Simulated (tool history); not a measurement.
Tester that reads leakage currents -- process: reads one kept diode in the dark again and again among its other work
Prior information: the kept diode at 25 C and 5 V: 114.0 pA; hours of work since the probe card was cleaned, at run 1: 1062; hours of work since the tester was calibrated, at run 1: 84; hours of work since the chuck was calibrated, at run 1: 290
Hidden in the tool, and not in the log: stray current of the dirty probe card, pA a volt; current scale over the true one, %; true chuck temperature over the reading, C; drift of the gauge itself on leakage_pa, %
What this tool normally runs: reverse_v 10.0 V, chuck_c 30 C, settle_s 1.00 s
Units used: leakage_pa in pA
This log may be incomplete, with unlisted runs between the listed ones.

run   hour  reverse_v  chuck_c  settle_s  hours of work since the probe card was cleaned  hours of work since the tester was calibrated  hours of work since the chuck was calibrated  leakage_pa
  1    0.0       10.0       30      1.00                                            1062                                             84                                           290      266.60
  2   58.6       10.0       21      1.00                                            1101                                            123                                           329      130.91
  3  131.7       10.0       30      1.00                                            1149                                            171                                           377      266.25
     171.5  -- probe card cleaned and baked
  4  171.5       10.0       47      1.00                                               0                                            195                                           402      952.61
  5  237.9       10.0       47      1.00                                              44                                            239                                           446      960.30
  6  287.4       10.0       30      1.00                                              76                                            272                                           478      262.00
  7  351.4        2.4       35      1.00                                             119                                            314                                           520      176.98
  8  396.4        2.4       35      1.00                                             148                                            344                                           550      177.91
  9  456.1        3.5       40      6.16                                             188                                            383                                           590      321.92
 10  502.7        3.5       40      6.16                                             219                                            414                                           620      322.12
 11  554.7        3.5       40      6.16                                             253                                            448                                           655      323.11

4 options for the next run, each taken on its own from the tool as it stands now. Forecast them:
  A  609.8       10.3       22      0.57                                             289                                            485                                           691           ?
  B  609.8        2.5       49      6.16                                             289                                            485                                           691           ?
  C  609.8       10.0       30      3.36                                             289                                            485                                           691           ?
  D  609.8        4.2       28      2.15                                             289                                            485                                           691           ?

run  leakage_pa
  A      143.65
  B      523.48
  C      265.62
  D      139.14
Take away the tool's hidden state, keep each run's random variation, and the runs would have read:
run  leakage_pa
  A      136.10
  B      505.46
  C      253.67
  D      133.03
